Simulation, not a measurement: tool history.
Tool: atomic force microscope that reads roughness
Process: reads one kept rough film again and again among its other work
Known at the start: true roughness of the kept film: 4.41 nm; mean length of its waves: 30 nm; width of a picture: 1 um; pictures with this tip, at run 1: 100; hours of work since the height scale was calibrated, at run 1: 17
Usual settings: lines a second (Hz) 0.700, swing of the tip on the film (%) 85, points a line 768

run,hour,lines a second (Hz),swing of the tip on the film (%),points a line,pictures with this tip,hours of work since the height scale was calibrated,roughness of the kept film (nm (root mean square))
1,0.0,0.700,85,768,100,17,2.927
2,17.5,0.700,85,768,116,26,2.839
3,30.6,0.700,85,768,128,32,2.808
4,47.9,0.700,85,768,145,40,2.732
5,63.8,0.700,85,768,160,48,2.688
6,75.5,3.098,85,768,171,54,2.179
7,90.0,3.098,85,768,184,61,2.146
8,101.0,0.700,85,768,194,66,2.562
9,117.3,0.700,85,768,210,74,2.503
10,130.8,0.700,85,768,222,80,2.466
11,146.2,0.700,85,768,237,88,2.415
12,155.6,3.409,88,633,246,92,1.865
13,173.1,3.409,90,349,262,101,1.764
14,184.8,0.700,85,599,273,106,2.310
# hour 197.2: new tip fitted
15,199.3,0.700,85,599,2,113,3.397
16,214.8,3.821,89,857,16,120,2.480
17,224.3,1.304,85,606,25,125,3.078
18,233.4,1.304,85,606,34,129,3.051

Forecast each of these 3 alternatives for the next run:
A,242.3,0.700,79,638,42,134,?
B,242.3,1.611,85,349,42,134,?
C,242.3,0.925,81,296,42,134,?

run,roughness of the kept film (nm (root mean square))
A,3.209
B,2.921
C,3.131
Without the tool's hidden state the same runs would have given:
run,roughness of the kept film (nm (root mean square))
A,3.500
B,3.186
C,3.415
